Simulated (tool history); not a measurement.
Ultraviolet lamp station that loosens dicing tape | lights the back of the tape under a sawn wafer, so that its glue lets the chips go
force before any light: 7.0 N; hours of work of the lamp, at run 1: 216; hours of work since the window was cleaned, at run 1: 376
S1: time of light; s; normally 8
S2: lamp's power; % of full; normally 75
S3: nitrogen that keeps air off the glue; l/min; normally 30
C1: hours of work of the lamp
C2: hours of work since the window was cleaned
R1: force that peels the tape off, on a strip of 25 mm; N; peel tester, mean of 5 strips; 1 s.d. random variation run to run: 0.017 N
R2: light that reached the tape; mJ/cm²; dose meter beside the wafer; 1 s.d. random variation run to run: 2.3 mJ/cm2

run 1 day=0 | S1=8 S2=75 S3=30 | C1=216 C2=376 | R1=1.033 R2=193
run 2 day=0.433 | S1=8 S2=75 S3=30 | C1=221 C2=381 | R1=1.051 R2=194
run 3 day=1.067 | S1=8 S2=75 S3=30 | C1=228 C2=388 | R1=1.013 R2=195
run 4 day=1.346 | S1=8 S2=75 S3=30 | C1=231 C2=391 | R1=0.984 R2=194
run 5 day=1.646 | S1=8 S2=75 S3=30 | C1=234 C2=394 | R1=1.051 R2=194
run 6 day=2.25 | S1=8 S2=75 S3=30 | C1=241 C2=401 | R1=1.095 R2=191
-- day=2.479 window cleaned of glue's vapour
run 7 day=2.742 | S1=5 S2=75 S3=30 | C1=246 C2=3 | R1=1.831 R2=130
run 8 day=3.346 | S1=5 S2=75 S3=30 | C1=253 C2=10 | R1=1.889 R2=130
run 9 day=3.854 | S1=9 S2=75 S3=30 | C1=258 C2=15 | R1=0.772 R2=230
run 10 day=4.358 | S1=9 S2=75 S3=30 | C1=264 C2=21 | R1=0.739 R2=232
run 11 day=4.629 | S1=9 S2=75 S3=30 | C1=267 C2=24 | R1=0.746 R2=229
run 12 day=5.154 | S1=9 S2=75 S3=30 | C1=273 C2=29 | R1=0.744 R2=234
run 13 day=5.571 | S1=9 S2=75 S3=30 | C1=277 C2=34 | R1=0.767 R2=228
run 14 day=5.958 | S1=5 S2=75 S3=30 | C1=282 C2=38 | R1=1.887 R2=126
run 15 day=6.375 | S1=5 S2=75 S3=30 | C1=286 C2=43 | R1=1.941 R2=127
run 16 day=6.804 | S1=5 S2=75 S3=30 | C1=291 C2=48 | R1=1.854 R2=129
run 17 day=7.104 | S1=5 S2=75 S3=30 | C1=294 C2=51 | R1=1.932 R2=125
run 18 day=7.621 | S1=5 S2=75 S3=30 | C1=300 C2=57 | R1=1.904 R2=128
run 19 day=7.954 | S1=13 S2=93 S3=14 | C1=304 C2=60 | R1=0.368 R2=409
run 20 day=8.475 | S1=13 S2=93 S3=14 | C1=309 C2=66 | R1=0.409 R2=412
run 21 day=9.079 | S1=8 S2=85 S3=36 | C1=316 C2=73 | R1=0.73 R2=224
run 22 day=9.533 | S1=8 S2=85 S3=36 | C1=321 C2=78 | R1=0.727 R2=229
run 23 day=10.158 | S1=8 S2=85 S3=29 | C1=328 C2=85 | R1=0.792 R2=230
run 24 day=10.738 | S1=8 S2=85 S3=29 | C1=334 C2=91 | R1=0.794 R2=225
run 25 day=11.1 | S1=5 S2=88 S3=29 | C1=338 C2=95 | R1=1.611 R2=150
run 26 day=11.438 | S1=8 S2=85 S3=30 | C1=342 C2=99 | R1=0.788 R2=224

Run 27 is up next; what results do you expect?
run 27 day=11.908 | S1=12 S2=74 S3=30 | C1=347 C2=104 | R1=? R2=?

Run 27 measured R1 0.497 N, R2 296 mJ/cm².
Without the tool's hidden state the same run would have given R1 0.422 N, R2 327 mJ/cm².

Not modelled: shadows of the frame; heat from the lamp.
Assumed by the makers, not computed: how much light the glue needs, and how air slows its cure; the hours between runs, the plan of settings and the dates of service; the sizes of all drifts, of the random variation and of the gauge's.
